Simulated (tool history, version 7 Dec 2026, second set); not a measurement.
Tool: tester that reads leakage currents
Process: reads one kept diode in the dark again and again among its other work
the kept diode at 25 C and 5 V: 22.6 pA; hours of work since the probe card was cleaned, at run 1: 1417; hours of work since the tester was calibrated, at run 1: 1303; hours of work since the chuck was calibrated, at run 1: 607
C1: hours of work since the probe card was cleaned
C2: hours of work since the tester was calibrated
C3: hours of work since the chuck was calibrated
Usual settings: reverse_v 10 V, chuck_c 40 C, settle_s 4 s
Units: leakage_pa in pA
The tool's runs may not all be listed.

Run 1, hour 0: usual settings; C1 1417; C2 1303; C3 607. Result: leakage_pa 91.61 pA.
Run 2, hour 136.3: usual settings; C1 1478; C2 1364; C3 668. Result: leakage_pa 91.49 pA.
Run 3, hour 229.5: usual settings; C1 1519; C2 1406; C3 709. Result: leakage_pa 91.77 pA.
Run 4, hour 347.1: usual settings but chuck_c 35 C; C1 1572; C2 1458; C3 762. Result: leakage_pa 62.68 pA.
At hour 384.5: probe card cleaned and baked.
Run 5, hour 519.9: usual settings but settle_s 0.45 s; C1 60; C2 1534; C3 838. Result: leakage_pa 99.19 pA.
Run 6, hour 621.9: usual settings but settle_s 0.82 s; C1 106; C2 1579; C3 883. Result: leakage_pa 95.45 pA.
Run 7, hour 764.6: usual settings; C1 170; C2 1643; C3 947. Result: leakage_pa 90.96 pA.
At hour 833.2: chuck's temperature calibrated.
Run 8, hour 931.4: usual settings but settle_s 0.55 s; C1 243; C2 1717; C3 44. Result: leakage_pa 97.5 pA.
Run 9, hour 1008: usual settings but settle_s 0.55 s; C1 278; C2 1751; C3 78. Result: leakage_pa 97.86 pA.
Run 10, hour 1149.5: usual settings but settle_s 0.55 s; C1 341; C2 1814; C3 141. Result: leakage_pa 97.45 pA.
Run 11, hour 1232.5: usual settings but settle_s 0.55 s; C1 378; C2 1851; C3 178. Result: leakage_pa 97.83 pA.
Run 12, hour 1361.4: usual settings but settle_s 0.55 s; C1 435; C2 1909; C3 236. Result: leakage_pa 98.27 pA.
Run 13, hour 1516.8: usual settings but chuck_c 21 C, settle_s 0.55 s; C1 505; C2 1978; C3 305. Result: leakage_pa 27.44 pA.
Run 14, hour 1630.6: usual settings but chuck_c 21 C, settle_s 0.55 s; C1 556; C2 2029; C3 356. Result: leakage_pa 27.33 pA.
Run 15, hour 1740.1: usual settings but chuck_c 21 C, settle_s 0.55 s; C1 605; C2 2078; C3 405. Result: leakage_pa 27.28 pA.
Run 16, hour 1827.9: usual settings but chuck_c 21 C, settle_s 0.55 s; C1 644; C2 2117; C3 444. Result: leakage_pa 27.06 pA.
Run 17, hour 1991: usual settings; C1 717; C2 2190; C3 517. Result: leakage_pa 91.23 pA.
Run 18, hour 2091.7: usual settings; C1 762; C2 2235; C3 562. Result: leakage_pa 91.6 pA.
Run 19, hour 2178.2: usual settings; C1 800; C2 2274; C3 601. Result: leakage_pa 91.71 pA.
Run 20, hour 2308.3: usual settings but chuck_c 26 C; C1 858; C2 2332; C3 659. Result: leakage_pa 31.44 pA.
Run 21, hour 2459.9: usual settings but reverse_v 1 V, chuck_c 52 C; C1 926; C2 2399; C3 726. Result: leakage_pa 106.76 pA.
Run 22, hour 2593.7: usual settings but reverse_v 4.1 V, chuck_c 35 C, settle_s 2.96 s; C1 986; C2 2459; C3 786. Result: leakage_pa 47.8 pA.
Run 23, hour 2679.6: usual settings but reverse_v 4.1 V, chuck_c 32 C, settle_s 2.96 s; C1 1024; C2 2498; C3 825. Result: leakage_pa 37.91 pA.
Run 24, hour 2750.4: usual settings but reverse_v 1.8 V, chuck_c 22 C, settle_s 0.65 s; C1 1056; C2 2529; C3 856. Result: leakage_pa 13.99 pA.
Run 25, hour 2826.5: usual settings but reverse_v 3.6 V, chuck_c 22 C, settle_s 2.31 s; C1 1090; C2 2563; C3 890. Result: leakage_pa 16.69 pA.
Run 26, hour 2996.5: usual settings but chuck_c 28 C, settle_s 1.4 s; C1 1166; C2 2639; C3 966. Result: leakage_pa 38.79 pA.
At hour 3022.4: chuck's temperature calibrated.
Run 27, hour 3109: usual settings but chuck_c 28 C, settle_s 1.4 s; C1 1215; C2 2688; C3 39. Result: leakage_pa 38.69 pA.
Run 28, hour 3194.2: usual settings but chuck_c 28 C, settle_s 1.4 s; C1 1253; C2 2727; C3 77. Result: leakage_pa 38.69 pA.
Run 29, hour 3336.9: usual settings but reverse_v 11.6 V, chuck_c 28 C, settle_s 1.21 s; C1 1317; C2 2790; C3 140. Result: leakage_pa 41.22 pA.
Run 30, hour 3412: usual settings but reverse_v 2.1 V, chuck_c 45 C, settle_s 1.21 s; C1 1350; C2 2824; C3 174. Result: leakage_pa 82.07 pA.
Run 31, hour 3555.5: usual settings but reverse_v 13.5 V, chuck_c 44 C, settle_s 1.2 s; C1 1414; C2 2888; C3 238. Result: leakage_pa 137.92 pA.
Run 32, hour 3686.1: usual settings but reverse_v 17.3 V, chuck_c 22 C; C1 1473; C2 2946; C3 296. Result: leakage_pa 27.63 pA.
Run 33, hour 3812.3: usual settings but reverse_v 17.3 V, chuck_c 22 C; C1 1529; C2 3003; C3 353. Result: leakage_pa 27.8 pA.
Run 34, hour 3899.3: usual settings but reverse_v 17.3 V, chuck_c 22 C; C1 1568; C2 3041; C3 392. Result: leakage_pa 27.67 pA.
At hour 3935.8: probe card cleaned and baked.
Run 35, hour 4046.9: usual settings but reverse_v 8 V, chuck_c 23 C; C1 50; C2 3106; C3 456. Result: leakage_pa 23.02 pA.
Run 36, hour 4135: usual settings but reverse_v 8 V, chuck_c 23 C; C1 89; C2 3145; C3 496. Result: leakage_pa 23.01 pA.
Run 37, hour 4209.4: usual settings but reverse_v 2.9 V, chuck_c 27 C; C1 122; C2 3179; C3 529. Result: leakage_pa 23.11 pA.

Forecast each of these 4 alternatives for the next run:
Run A, hour 4280: usual settings but reverse_v 2.9 V, chuck_c 30 C, settle_s 0.39 s; C1 154; C2 3210; C3 560. Result: leakage_pa ?.
Run B, hour 4280: usual settings but reverse_v 2.1 V, settle_s 0.78 s; C1 154; C2 3210; C3 560. Result: leakage_pa ?.
Run C, hour 4280: usual settings but settle_s 5.27 s; C1 154; C2 3210; C3 560. Result: leakage_pa ?.
Run D, hour 4280: usual settings but reverse_v 1.6 V, chuck_c 36 C, settle_s 0.3 s; C1 154; C2 3210; C3 560. Result: leakage_pa ?.

run  leakage_pa
  A       31.71
  B       57.42
  C       91.33
  D       40.74
Without the tool's hidden state the same runs would have given:
run  leakage_pa
  A       31.69
  B       57.39
  C       91.29
  D       40.72
